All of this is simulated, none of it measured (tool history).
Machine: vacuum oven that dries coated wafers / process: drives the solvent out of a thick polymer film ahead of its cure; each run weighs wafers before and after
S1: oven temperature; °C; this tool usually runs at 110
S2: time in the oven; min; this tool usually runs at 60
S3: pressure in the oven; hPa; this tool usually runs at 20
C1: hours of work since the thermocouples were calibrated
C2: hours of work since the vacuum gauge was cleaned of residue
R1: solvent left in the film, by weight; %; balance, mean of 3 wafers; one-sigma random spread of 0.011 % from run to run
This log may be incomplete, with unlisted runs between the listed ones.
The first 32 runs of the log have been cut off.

Run 33, hour 1286.3: usual settings but S1 120 °C, S2 75 min, S3 38.1 hPa; C1 895; C2 668. Result: R1 1.76 %.
Run 34, hour 1317.2: usual settings but S1 120 °C, S2 75 min, S3 38.1 hPa; C1 907; C2 681. Result: R1 1.75 %.
Run 35, hour 1357.9: usual settings but S1 97 °C; C1 924; C2 697. Result: R1 5.63 %.
Run 36, hour 1395.9: usual settings but S1 98 °C, S2 72 min; C1 940; C2 713. Result: R1 4.5 %.
Run 37, hour 1437.5: usual settings but S1 98 °C, S2 91 min, S3 67.8 hPa; C1 957; C2 730. Result: R1 7.7 %.
Run 38, hour 1470.9: usual settings but S1 98 °C, S2 91 min, S3 67.8 hPa; C1 970; C2 744. Result: R1 7.72 %.
Run 39, hour 1499.2: usual settings but S1 105 °C; C1 982; C2 755. Result: R1 3.08 %.
Run 40, hour 1541.1: usual settings but S1 105 °C; C1 999; C2 772. Result: R1 3.08 %.
Run 41, hour 1585.5: usual settings but S1 114 °C, S2 92 min, S3 18.1 hPa; C1 1017; C2 791. Result: R1 1.07 %.
Run 42, hour 1622.4: usual settings but S1 114 °C, S2 92 min, S3 18.1 hPa; C1 1032; C2 806. Result: R1 1.09 %.
At hour 1649.1: oven's thermocouples calibrated.
Run 43, hour 1680.3: usual settings but S1 114 °C, S2 58 min, S3 18.1 hPa; C1 13; C2 829. Result: R1 1.32 %.
Run 44, hour 1732: usual settings but S2 76 min, S3 57.9 hPa; C1 34; C2 850. Result: R1 3.85 %.
Run 45, hour 1782.5: usual settings but S2 46 min, S3 61.8 hPa; C1 55; C2 870. Result: R1 4.9 %.

Each row is a separate what-if for the run after 45, all from the same tool condition, not one after another. Results?
Run A, hour 1820.6: usual settings but S1 121 °C, S2 91 min, S3 16.1 hPa; C1 70; C2 886. Result: R1 ?.
Run B, hour 1820.6: usual settings but S1 118 °C, S2 61 min, S3 34.5 hPa; C1 70; C2 886. Result: R1 ?.
Run C, hour 1820.6: usual settings but S1 109 °C, S2 98 min, S3 20.3 hPa; C1 70; C2 886. Result: R1 ?.
Run D, hour 1820.6: usual settings but S1 122 °C, S2 46 min, S3 23.6 hPa; C1 70; C2 886. Result: R1 ?.
Run E, hour 1820.6: usual settings but S1 121 °C, S2 66 min, S3 61.8 hPa; C1 70; C2 886. Result: R1 ?.

run    R1
  A  0.73
  B  1.72
  C  1.48
  D  1.12
  E   2.7
What these runs would have given with no unlogged condition in the tool:
run    R1
  A  0.66
  B  1.62
  C  1.37
  D  1.04
  E   2.6
